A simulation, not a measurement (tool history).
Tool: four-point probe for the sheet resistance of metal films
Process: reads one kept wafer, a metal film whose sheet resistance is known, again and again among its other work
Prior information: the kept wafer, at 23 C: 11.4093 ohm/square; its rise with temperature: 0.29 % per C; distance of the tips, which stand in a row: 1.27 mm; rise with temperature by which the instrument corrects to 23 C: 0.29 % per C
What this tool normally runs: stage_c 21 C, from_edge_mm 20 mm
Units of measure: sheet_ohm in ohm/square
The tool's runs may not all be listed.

Run 1, hour 0: usual settings. Result: sheet_ohm 11.474719 ohm/square.
At hour 14.7: stage's thermometer calibrated.
Run 2, hour 49.4: usual settings. Result: sheet_ohm 11.465225 ohm/square.
Run 3, hour 104.7: usual settings. Result: sheet_ohm 11.465007 ohm/square.
Run 4, hour 192.5: usual settings. Result: sheet_ohm 11.462501 ohm/square.
Run 5, hour 282.6: usual settings. Result: sheet_ohm 11.463566 ohm/square.
Run 6, hour 357.9: usual settings but from_edge_mm 23 mm. Result: sheet_ohm 11.460448 ohm/square.
At hour 369.5: stage's thermometer calibrated, once more.
Run 7, hour 408.2: usual settings but stage_c 19 C. Result: sheet_ohm 11.482725 ohm/square.
Run 8, hour 472.6: usual settings but stage_c 19 C. Result: sheet_ohm 11.484951 ohm/square.
Run 9, hour 532.2: usual settings but stage_c 19 C. Result: sheet_ohm 11.485198 ohm/square.
Run 10, hour 626.3: usual settings. Result: sheet_ohm 11.489052 ohm/square.
Run 11, hour 684: usual settings. Result: sheet_ohm 11.484043 ohm/square.
Run 12, hour 775.6: usual settings but stage_c 30 C. Result: sheet_ohm 11.484246 ohm/square.
Run 13, hour 834.8: usual settings but stage_c 31 C. Result: sheet_ohm 11.487093 ohm/square.
Run 14, hour 925.9: usual settings but stage_c 31 C. Result: sheet_ohm 11.489682 ohm/square.
Run 15, hour 1015.9: usual settings but stage_c 31 C. Result: sheet_ohm 11.489609 ohm/square.
Run 16, hour 1119.3: usual settings but stage_c 31 C. Result: sheet_ohm 11.487528 ohm/square.
Run 17, hour 1166.3: usual settings but stage_c 31 C. Result: sheet_ohm 11.491221 ohm/square.
Run 18, hour 1245.3: usual settings but stage_c 24 C, from_edge_mm 70 mm. Result: sheet_ohm 11.462682 ohm/square.
Run 19, hour 1320.2: usual settings but stage_c 24 C, from_edge_mm 53 mm. Result: sheet_ohm 11.465962 ohm/square.
Run 20, hour 1421.8: usual settings but stage_c 24 C, from_edge_mm 53 mm. Result: sheet_ohm 11.46878 ohm/square.
Run 21, hour 1493.1: usual settings but stage_c 22 C, from_edge_mm 5 mm. Result: sheet_ohm 11.846091 ohm/square.
Run 22, hour 1554.2: usual settings but stage_c 22 C, from_edge_mm 5 mm. Result: sheet_ohm 11.843527 ohm/square.
Run 23, hour 1636.9: usual settings but stage_c 20 C. Result: sheet_ohm 11.487611 ohm/square.
Run 24, hour 1712.9: usual settings but stage_c 20 C. Result: sheet_ohm 11.485018 ohm/square.
Run 25, hour 1806.4: usual settings but stage_c 20 C. Result: sheet_ohm 11.488168 ohm/square.
Run 26, hour 1865.8: usual settings but stage_c 35 C, from_edge_mm 45 mm. Result: sheet_ohm 11.470701 ohm/square.

Run 27 comes next. What will it give?
Run 27, hour 1917.6: usual settings but stage_c 35 C, from_edge_mm 45 mm. Result: sheet_ohm ?.

{"run 27": {"sheet_ohm": 11.475577}}
Minus the tool's unlogged condition, the same run would have read sheet_ohm 11.420913 ohm/square.

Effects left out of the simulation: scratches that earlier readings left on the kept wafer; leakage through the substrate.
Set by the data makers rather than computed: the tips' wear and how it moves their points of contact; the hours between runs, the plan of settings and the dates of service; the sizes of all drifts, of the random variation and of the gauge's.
